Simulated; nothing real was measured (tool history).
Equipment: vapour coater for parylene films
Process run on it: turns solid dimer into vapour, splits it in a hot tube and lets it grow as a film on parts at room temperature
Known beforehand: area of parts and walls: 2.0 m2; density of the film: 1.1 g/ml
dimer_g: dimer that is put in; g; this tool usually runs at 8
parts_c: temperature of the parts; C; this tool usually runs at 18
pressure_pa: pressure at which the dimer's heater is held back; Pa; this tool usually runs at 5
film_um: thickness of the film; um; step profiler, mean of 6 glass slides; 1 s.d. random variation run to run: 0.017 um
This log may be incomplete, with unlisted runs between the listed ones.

run 1 hour=0 | dimer_g=8 parts_c=18 pressure_pa=5 | film_um=2.24
run 2 hour=9.2 | dimer_g=8 parts_c=18 pressure_pa=5 | film_um=2.24
run 3 hour=21.4 | dimer_g=8 parts_c=18 pressure_pa=5 | film_um=2.25
run 4 hour=35.6 | dimer_g=8 parts_c=18 pressure_pa=5 | film_um=2.27
run 5 hour=46.2 | dimer_g=8 parts_c=18 pressure_pa=5 | film_um=2.25
run 6 hour=60.6 | dimer_g=8 parts_c=18 pressure_pa=4.33 | film_um=2.29
run 7 hour=72 | dimer_g=8 parts_c=18 pressure_pa=4.33 | film_um=2.32
run 8 hour=87 | dimer_g=8 parts_c=18 pressure_pa=4.33 | film_um=2.3
run 9 hour=99.8 | dimer_g=8 parts_c=18 pressure_pa=4.33 | film_um=2.28
run 10 hour=113.8 | dimer_g=8 parts_c=18 pressure_pa=4.33 | film_um=2.28
run 11 hour=126.8 | dimer_g=8 parts_c=18 pressure_pa=4.33 | film_um=2.27
run 12 hour=141.1 | dimer_g=8 parts_c=18 pressure_pa=4.05 | film_um=2.28
run 13 hour=148.3 | dimer_g=8 parts_c=11 pressure_pa=5 | film_um=3.03
run 14 hour=157.1 | dimer_g=8 parts_c=18 pressure_pa=5 | film_um=2.2
run 15 hour=165.2 | dimer_g=8 parts_c=18 pressure_pa=5 | film_um=2.24
run 16 hour=175 | dimer_g=8 parts_c=18 pressure_pa=5 | film_um=2.2
run 17 hour=188.5 | dimer_g=8 parts_c=19 pressure_pa=5 | film_um=2.13
run 18 hour=201.4 | dimer_g=8 parts_c=19 pressure_pa=2.09 | film_um=2.37
run 19 hour=215.5 | dimer_g=10 parts_c=18 pressure_pa=5 | film_um=2.76
run 20 hour=224 | dimer_g=10 parts_c=18 pressure_pa=5 | film_um=2.75
run 21 hour=230.5 | dimer_g=4 parts_c=18 pressure_pa=5 | film_um=1.1
run 22 hour=240 | dimer_g=8 parts_c=18 pressure_pa=5 | film_um=2.22
run 23 hour=246.7 | dimer_g=4 parts_c=18 pressure_pa=5 | film_um=1.11
run 24 hour=261.4 | dimer_g=4 parts_c=30 pressure_pa=5 | film_um=0.63
run 25 hour=274.2 | dimer_g=7 parts_c=21 pressure_pa=10.47 | film_um=1.49
run 26 hour=286.7 | dimer_g=7 parts_c=12 pressure_pa=2.33 | film_um=2.83
run 27 hour=301.2 | dimer_g=6 parts_c=11 pressure_pa=7.29 | film_um=2.13
run 28 hour=315.6 | dimer_g=8 parts_c=13 pressure_pa=3.11 | film_um=2.94
run 29 hour=325.6 | dimer_g=7 parts_c=26 pressure_pa=3.11 | film_um=1.43
run 30 hour=332.9 | dimer_g=8 parts_c=18 pressure_pa=3.74 | film_um=2.27
run 31 hour=341.5 | dimer_g=8 parts_c=18 pressure_pa=3.74 | film_um=2.29
run 32 hour=353 | dimer_g=8 parts_c=18 pressure_pa=3.74 | film_um=2.29
run 33 hour=366.6 | dimer_g=8 parts_c=18 pressure_pa=2.99 | film_um=2.36
run 34 hour=373.4 | dimer_g=8 parts_c=18 pressure_pa=2.99 | film_um=2.39
run 35 hour=385.1 | dimer_g=8 parts_c=18 pressure_pa=2.99 | film_um=2.34
run 36 hour=392.6 | dimer_g=6 parts_c=12 pressure_pa=5 | film_um=2.17
run 37 hour=407.7 | dimer_g=3 parts_c=26 pressure_pa=5 | film_um=0.57
run 38 hour=417.4 | dimer_g=3 parts_c=26 pressure_pa=5 | film_um=0.57
run 39 hour=426.7 | dimer_g=3 parts_c=26 pressure_pa=5 | film_um=0.55
run 40 hour=434 | dimer_g=3 parts_c=11 pressure_pa=5 | film_um=1.08
run 41 hour=447.3 | dimer_g=8 parts_c=18 pressure_pa=4.06 | film_um=2.24
run 42 hour=453.6 | dimer_g=4 parts_c=12 pressure_pa=9.61 | film_um=1.26
run 43 hour=462.7 | dimer_g=13 parts_c=12 pressure_pa=7.46 | film_um=4.33
run 44 hour=477.1 | dimer_g=7 parts_c=18 pressure_pa=3.07 | film_um=2.02
run 45 hour=485.8 | dimer_g=8 parts_c=18 pressure_pa=7.92 | film_um=2.01
-- hour=497.6 trap's valve overhauled
run 46 hour=502.4 | dimer_g=11 parts_c=18 pressure_pa=7.92 | film_um=3.02
run 47 hour=512.8 | dimer_g=8 parts_c=19 pressure_pa=2.33 | film_um=2.55

Alternative continuations, all from the tool just after run 47; predict every row:
run A hour=527.3 | dimer_g=8 parts_c=15 pressure_pa=5 | film_um=?
run B hour=527.3 | dimer_g=8 parts_c=11 pressure_pa=8.38 | film_um=?
run C hour=527.3 | dimer_g=6 parts_c=18 pressure_pa=5 | film_um=?
run D hour=527.3 | dimer_g=4 parts_c=15 pressure_pa=2.39 | film_um=?

run=A film_um=2.71
run=B film_um=2.97
run=C film_um=1.76
run=D film_um=1.52
With no hidden state in the tool, these same runs would have given:
run=A film_um=2.63
run=B film_um=2.89
run=C film_um=1.71
run=D film_um=1.47
